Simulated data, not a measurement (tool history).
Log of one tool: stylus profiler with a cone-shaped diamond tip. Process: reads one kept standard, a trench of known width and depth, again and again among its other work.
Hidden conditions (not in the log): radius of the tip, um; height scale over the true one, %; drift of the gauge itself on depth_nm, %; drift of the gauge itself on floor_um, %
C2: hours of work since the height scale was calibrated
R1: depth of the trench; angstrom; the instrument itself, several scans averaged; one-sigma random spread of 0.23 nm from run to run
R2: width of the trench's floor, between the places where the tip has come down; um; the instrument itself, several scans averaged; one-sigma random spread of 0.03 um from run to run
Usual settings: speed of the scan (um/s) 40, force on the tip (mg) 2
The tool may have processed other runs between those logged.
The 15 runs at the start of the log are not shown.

run 16 hour=451.6 | speed_of_the_scan_(um/s)=40 force_on_the_tip_(mg)=5.39 | scans_with_this_tip=5233 C2=561 | R1=10243.9 R2=95.96
run 17 hour=479.8 | speed_of_the_scan_(um/s)=10 force_on_the_tip_(mg)=2 | scans_with_this_tip=5369 C2=575 | R1=10134.6 R2=96.04
run 18 hour=497.5 | speed_of_the_scan_(um/s)=10 force_on_the_tip_(mg)=2 | scans_with_this_tip=5455 C2=584 | R1=10135.4 R2=96.06
run 19 hour=520.2 | speed_of_the_scan_(um/s)=40 force_on_the_tip_(mg)=4.62 | scans_with_this_tip=5564 C2=596 | R1=10224.5 R2=95.97
run 20 hour=538.1 | speed_of_the_scan_(um/s)=40 force_on_the_tip_(mg)=2.4 | scans_with_this_tip=5651 C2=605 | R1=10149.6 R2=95.89
run 21 hour=557.2 | speed_of_the_scan_(um/s)=40 force_on_the_tip_(mg)=2.4 | scans_with_this_tip=5743 C2=615 | R1=10154.7 R2=95.98
run 22 hour=575 | speed_of_the_scan_(um/s)=40 force_on_the_tip_(mg)=2.4 | scans_with_this_tip=5829 C2=625 | R1=10150.8 R2=95.92
run 23 hour=605 | speed_of_the_scan_(um/s)=40 force_on_the_tip_(mg)=0.89 | scans_with_this_tip=5974 C2=640 | R1=10093.3 R2=95.88
run 24 hour=641.1 | speed_of_the_scan_(um/s)=40 force_on_the_tip_(mg)=2 | scans_with_this_tip=6148 C2=659 | R1=10137.1 R2=95.85
run 25 hour=659.6 | speed_of_the_scan_(um/s)=48 force_on_the_tip_(mg)=2.08 | scans_with_this_tip=6238 C2=668 | R1=10146.3 R2=95.81
run 26 hour=696.8 | speed_of_the_scan_(um/s)=48 force_on_the_tip_(mg)=2.08 | scans_with_this_tip=6417 C2=688 | R1=10143.5 R2=95.84
run 27 hour=734.2 | speed_of_the_scan_(um/s)=30 force_on_the_tip_(mg)=3.15 | scans_with_this_tip=6598 C2=707 | R1=10184 R2=95.81
run 28 hour=767.2 | speed_of_the_scan_(um/s)=96 force_on_the_tip_(mg)=1.86 | scans_with_this_tip=6758 C2=724 | R1=10134.6 R2=95.64
run 29 hour=804.9 | speed_of_the_scan_(um/s)=78 force_on_the_tip_(mg)=2.21 | scans_with_this_tip=6940 C2=744 | R1=10157.3 R2=95.71
run 30 hour=830 | speed_of_the_scan_(um/s)=19 force_on_the_tip_(mg)=0.96 | scans_with_this_tip=7061 C2=757 | R1=10103.9 R2=95.74
run 31 hour=858.4 | speed_of_the_scan_(um/s)=19 force_on_the_tip_(mg)=5.98 | scans_with_this_tip=7198 C2=771 | R1=10265.8 R2=95.83
run 32 hour=879.9 | speed_of_the_scan_(um/s)=23 force_on_the_tip_(mg)=2 | scans_with_this_tip=7302 C2=782 | R1=10150.1 R2=95.78
run 33 hour=917.9 | speed_of_the_scan_(um/s)=81 force_on_the_tip_(mg)=0.73 | scans_with_this_tip=7485 C2=802 | R1=10089.3 R2=95.5
run 34 hour=950.7 | speed_of_the_scan_(um/s)=21 force_on_the_tip_(mg)=4.8 | scans_with_this_tip=7644 C2=819 | R1=10237 R2=95.8
run 35 hour=980.1 | speed_of_the_scan_(um/s)=13 force_on_the_tip_(mg)=2 | scans_with_this_tip=7786 C2=834 | R1=10148.5 R2=95.75
run 36 hour=1003.8 | speed_of_the_scan_(um/s)=13 force_on_the_tip_(mg)=2 | scans_with_this_tip=7901 C2=847 | R1=10151.2 R2=95.77

Run 37 has not been measured yet. What should we expect?
run 37 hour=1036.7 | speed_of_the_scan_(um/s)=13 force_on_the_tip_(mg)=2 | scans_with_this_tip=8059 C2=864 | R1=? R2=?

Run 37 gave R1 10146.2 angstrom, R2 95.79 um.
Without the tool's hidden state the same run would have given R1 10111.6 angstrom, R2 96.54 um.

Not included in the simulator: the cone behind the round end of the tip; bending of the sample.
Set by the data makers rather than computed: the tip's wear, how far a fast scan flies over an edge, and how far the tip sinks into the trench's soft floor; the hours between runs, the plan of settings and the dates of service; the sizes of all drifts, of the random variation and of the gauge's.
